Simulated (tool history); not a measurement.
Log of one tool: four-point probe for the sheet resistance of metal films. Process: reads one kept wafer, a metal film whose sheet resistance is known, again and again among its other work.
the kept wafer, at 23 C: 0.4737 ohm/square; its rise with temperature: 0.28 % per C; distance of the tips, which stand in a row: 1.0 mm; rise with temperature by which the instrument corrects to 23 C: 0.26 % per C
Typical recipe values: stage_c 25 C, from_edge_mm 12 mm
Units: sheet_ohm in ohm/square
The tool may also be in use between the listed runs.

Run 1, day 0: usual settings. Result: sheet_ohm 0.475566 ohm/square.
Run 2, day 1.871: usual settings. Result: sheet_ohm 0.475713 ohm/square.
Run 3, day 3.646: usual settings. Result: sheet_ohm 0.475756 ohm/square.
Run 4, day 5.917: usual settings. Result: sheet_ohm 0.475743 ohm/square.
Run 5, day 7.575: usual settings. Result: sheet_ohm 0.475912 ohm/square.
Run 6, day 8.788: usual settings but stage_c 30 C. Result: sheet_ohm 0.476174 ohm/square.
Run 7, day 10.571: usual settings. Result: sheet_ohm 0.475601 ohm/square.
Run 8, day 12.729: usual settings. Result: sheet_ohm 0.475813 ohm/square.
Run 9, day 15.55: usual settings. Result: sheet_ohm 0.475864 ohm/square.
Run 10, day 17.608: usual settings. Result: sheet_ohm 0.475887 ohm/square.
Run 11, day 19.208: usual settings but from_edge_mm 17 mm. Result: sheet_ohm 0.474769 ohm/square.
Run 12, day 20.7: usual settings but from_edge_mm 17 mm. Result: sheet_ohm 0.474806 ohm/square.
Run 13, day 23.467: usual settings but stage_c 32 C, from_edge_mm 14 mm. Result: sheet_ohm 0.476052 ohm/square.
Run 14, day 24.967: usual settings but stage_c 32 C, from_edge_mm 8 mm. Result: sheet_ohm 0.4785 ohm/square.

Each row is a separate what-if for the run after 14, all from the same tool condition, not one after another. Results?
Run A, day 26.283: usual settings but stage_c 32 C. Result: sheet_ohm ?.
Run B, day 26.283: usual settings but stage_c 33 C, from_edge_mm 35 mm. Result: sheet_ohm ?.
Run C, day 26.283: usual settings but stage_c 20 C, from_edge_mm 34 mm. Result: sheet_ohm ?.
Run D, day 26.283: usual settings but stage_c 22 C, from_edge_mm 26 mm. Result: sheet_ohm ?.

run  sheet_ohm
  A   0.476226
  B   0.474933
  C   0.473465
  D   0.474144
Without the tool's hidden state the same runs would have given:
run  sheet_ohm
  A   0.476222
  B    0.47493
  C   0.473462
  D   0.474141
